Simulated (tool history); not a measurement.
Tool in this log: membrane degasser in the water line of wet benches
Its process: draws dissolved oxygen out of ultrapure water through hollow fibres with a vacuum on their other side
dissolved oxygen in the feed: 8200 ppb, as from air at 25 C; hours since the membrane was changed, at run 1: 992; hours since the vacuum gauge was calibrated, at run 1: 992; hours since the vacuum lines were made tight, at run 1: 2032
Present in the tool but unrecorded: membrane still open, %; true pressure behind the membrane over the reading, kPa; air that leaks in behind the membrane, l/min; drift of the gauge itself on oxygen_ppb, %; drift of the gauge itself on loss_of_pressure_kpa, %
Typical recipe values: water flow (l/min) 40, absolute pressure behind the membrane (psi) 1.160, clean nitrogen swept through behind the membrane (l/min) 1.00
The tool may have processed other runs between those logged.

run,hour,water flow (l/min),absolute pressure behind the membrane (psi),clean nitrogen swept through behind the membrane (l/min),hours since the membrane was changed,hours since the vacuum gauge was calibrated,hours since the vacuum lines were made tight,dissolved oxygen in the water behind the degasser (ppb),pressure that the water loses in the fibres (psi)
1,0.0,40,1.160,1.00,992,992,2032,498.9,4.865
2,231.2,40,1.160,1.00,1223,1223,2263,506.6,4.799
3,385.8,40,1.160,1.10,1378,1378,2418,475.2,4.820
4,550.3,40,1.160,1.10,1542,1542,2582,477.8,4.825
5,660.3,35,1.160,1.00,1652,1652,2692,442.5,4.226
6,837.8,40,1.160,1.00,1830,1830,2870,511.7,4.823
7,1006.8,40,1.160,1.00,1999,1999,3039,507.6,4.815
8,1212.3,40,1.160,1.00,2204,2204,3244,495.1,4.854
9,1424.6,40,1.160,1.00,2416,2416,3456,503.6,4.863
10,1596.0,40,1.160,1.00,2588,2588,3628,507.7,4.827
11,1799.4,40,1.160,1.00,2791,2791,3831,505.6,4.854
12,2059.1,40,1.160,1.00,3051,3051,4091,504.0,4.852
# hour 2206.5: vacuum gauge calibrated
13,2209.4,40,1.160,1.02,3201,3,4241,501.8,4.865
14,2382.1,40,1.160,0.66,3374,176,4414,618.1,4.867
15,2554.0,40,1.160,0.66,3545,347,4585,630.9,4.786
16,2752.1,45,1.160,1.00,3743,546,4783,560.0,5.462
17,2984.5,40,2.764,1.00,3976,778,5016,1231.3,4.833
18,3231.1,40,0.891,0.44,4223,1025,5263,551.5,4.823
19,3412.7,38,1.958,1.13,4404,1206,5444,789.3,4.601
20,3554.7,28,1.160,1.66,4546,1348,5586,267.4,3.369
21,3732.0,28,2.824,1.66,4723,1526,5763,655.6,3.385
22,3851.7,28,2.824,1.66,4843,1645,5883,665.7,3.381
23,4032.7,55,2.824,1.58,5024,1826,6064,1216.5,6.676
24,4237.6,55,2.824,1.58,5229,2031,6269,1185.8,6.702
25,4371.4,55,2.824,1.58,5363,2165,6403,1213.1,6.682
26,4522.3,31,1.539,0.49,5514,2316,6554,857.6,3.778
27,4670.8,28,1.323,0.88,5662,2464,6702,454.7,3.392
28,4891.7,39,1.160,1.00,5883,2685,6923,497.7,4.688
29,5061.4,29,1.160,1.81,6053,2855,7093,266.0,3.523
30,5224.6,57,1.922,1.00,6216,3018,7256,1144.8,6.937
31,5331.4,53,1.160,1.00,6323,3125,7363,647.0,6.377

Hidden condition of the tool, last listed run before each entry between runs versus first listed run after:
Run 12 -> run 13: vacuum gauge calibrated (hour 2206.5)
  no difference in the tool's unlogged condition between these two runs
